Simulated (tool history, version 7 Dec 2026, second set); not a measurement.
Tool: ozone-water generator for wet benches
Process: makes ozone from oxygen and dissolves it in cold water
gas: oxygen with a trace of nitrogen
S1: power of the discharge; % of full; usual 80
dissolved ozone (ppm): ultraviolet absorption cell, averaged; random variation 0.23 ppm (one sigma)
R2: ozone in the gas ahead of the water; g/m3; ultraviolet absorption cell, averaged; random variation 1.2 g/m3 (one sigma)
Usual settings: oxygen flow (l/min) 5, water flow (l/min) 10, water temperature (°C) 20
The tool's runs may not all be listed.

run 1 hour=0 | S1=80 oxygen_flow_(l/min)=5 water_flow_(l/min)=10 water_temperature_(°C)=20 | dissolved_ozone_(ppm)=31.6 R2=206.2
run 2 hour=68.3 | S1=80 oxygen_flow_(l/min)=5 water_flow_(l/min)=8 water_temperature_(°C)=20 | dissolved_ozone_(ppm)=35 R2=205.3
run 3 hour=147.7 | S1=80 oxygen_flow_(l/min)=5 water_flow_(l/min)=8 water_temperature_(°C)=20 | dissolved_ozone_(ppm)=34.8 R2=207
run 4 hour=225.1 | S1=58 oxygen_flow_(l/min)=5 water_flow_(l/min)=10 water_temperature_(°C)=20 | dissolved_ozone_(ppm)=23.9 R2=157
run 5 hour=338.9 | S1=80 oxygen_flow_(l/min)=5 water_flow_(l/min)=10 water_temperature_(°C)=20 | dissolved_ozone_(ppm)=31.3 R2=205.7
run 6 hour=406.3 | S1=80 oxygen_flow_(l/min)=5 water_flow_(l/min)=10 water_temperature_(°C)=20 | dissolved_ozone_(ppm)=31.2 R2=204.7
run 7 hour=462.7 | S1=80 oxygen_flow_(l/min)=6.62 water_flow_(l/min)=10 water_temperature_(°C)=20 | dissolved_ozone_(ppm)=29.6 R2=177.3
-- hour=472.8 contactor cleaned
run 8 hour=541.9 | S1=80 oxygen_flow_(l/min)=5 water_flow_(l/min)=10 water_temperature_(°C)=12 | dissolved_ozone_(ppm)=35.2 R2=204.5
run 9 hour=654.2 | S1=80 oxygen_flow_(l/min)=5 water_flow_(l/min)=15 water_temperature_(°C)=20 | dissolved_ozone_(ppm)=23.5 R2=203.7
run 10 hour=713.9 | S1=80 oxygen_flow_(l/min)=5 water_flow_(l/min)=15 water_temperature_(°C)=20 | dissolved_ozone_(ppm)=23.5 R2=203.7
-- hour=798.2 contactor cleaned, once more
run 11 hour=803 | S1=80 oxygen_flow_(l/min)=5 water_flow_(l/min)=10 water_temperature_(°C)=20 | dissolved_ozone_(ppm)=31.7 R2=200.5
run 12 hour=869.6 | S1=95 oxygen_flow_(l/min)=5 water_flow_(l/min)=10 water_temperature_(°C)=18 | dissolved_ozone_(ppm)=37.8 R2=234.7
run 13 hour=962.4 | S1=59 oxygen_flow_(l/min)=3.42 water_flow_(l/min)=10 water_temperature_(°C)=15 | dissolved_ozone_(ppm)=27.3 R2=190.3
run 14 hour=1045.5 | S1=77 oxygen_flow_(l/min)=3.84 water_flow_(l/min)=9 water_temperature_(°C)=23 | dissolved_ozone_(ppm)=31.3 R2=221.3
run 15 hour=1117.2 | S1=45 oxygen_flow_(l/min)=5 water_flow_(l/min)=10 water_temperature_(°C)=20 | dissolved_ozone_(ppm)=19.7 R2=125.1
run 16 hour=1207 | S1=45 oxygen_flow_(l/min)=5 water_flow_(l/min)=10 water_temperature_(°C)=20 | dissolved_ozone_(ppm)=19.4 R2=125
run 17 hour=1317.4 | S1=80 oxygen_flow_(l/min)=2.56 water_flow_(l/min)=7 water_temperature_(°C)=20 | dissolved_ozone_(ppm)=40.2 R2=283.7
run 18 hour=1416.4 | S1=80 oxygen_flow_(l/min)=3 water_flow_(l/min)=10 water_temperature_(°C)=20 | dissolved_ozone_(ppm)=32.1 R2=257.1
run 19 hour=1507.8 | S1=61 oxygen_flow_(l/min)=3 water_flow_(l/min)=10 water_temperature_(°C)=19 | dissolved_ozone_(ppm)=25.8 R2=205.6
run 20 hour=1577.6 | S1=78 oxygen_flow_(l/min)=6.08 water_flow_(l/min)=8 water_temperature_(°C)=19 | dissolved_ozone_(ppm)=32.9 R2=174.4
run 21 hour=1691.5 | S1=78 oxygen_flow_(l/min)=6.08 water_flow_(l/min)=7 water_temperature_(°C)=19 | dissolved_ozone_(ppm)=34.4 R2=173.7

Forecast each of these 3 alternatives for the next run:
run A hour=1746.3 | S1=47 oxygen_flow_(l/min)=5 water_flow_(l/min)=10 water_temperature_(°C)=17 | dissolved_ozone_(ppm)=? R2=?
run B hour=1746.3 | S1=43 oxygen_flow_(l/min)=4.22 water_flow_(l/min)=12 water_temperature_(°C)=19 | dissolved_ozone_(ppm)=? R2=?
run C hour=1746.3 | S1=80 oxygen_flow_(l/min)=5 water_flow_(l/min)=9 water_temperature_(°C)=20 | dissolved_ozone_(ppm)=? R2=?

run=A dissolved_ozone_(ppm)=21 R2=126.9
run=B dissolved_ozone_(ppm)=17.1 R2=128.8
run=C dissolved_ozone_(ppm)=32.4 R2=197.3
Without the tool's hidden state the same runs would have given:
run=A dissolved_ozone_(ppm)=22.7 R2=134.8
run=B dissolved_ozone_(ppm)=18.4 R2=136
run=C dissolved_ozone_(ppm)=36.6 R2=218.5
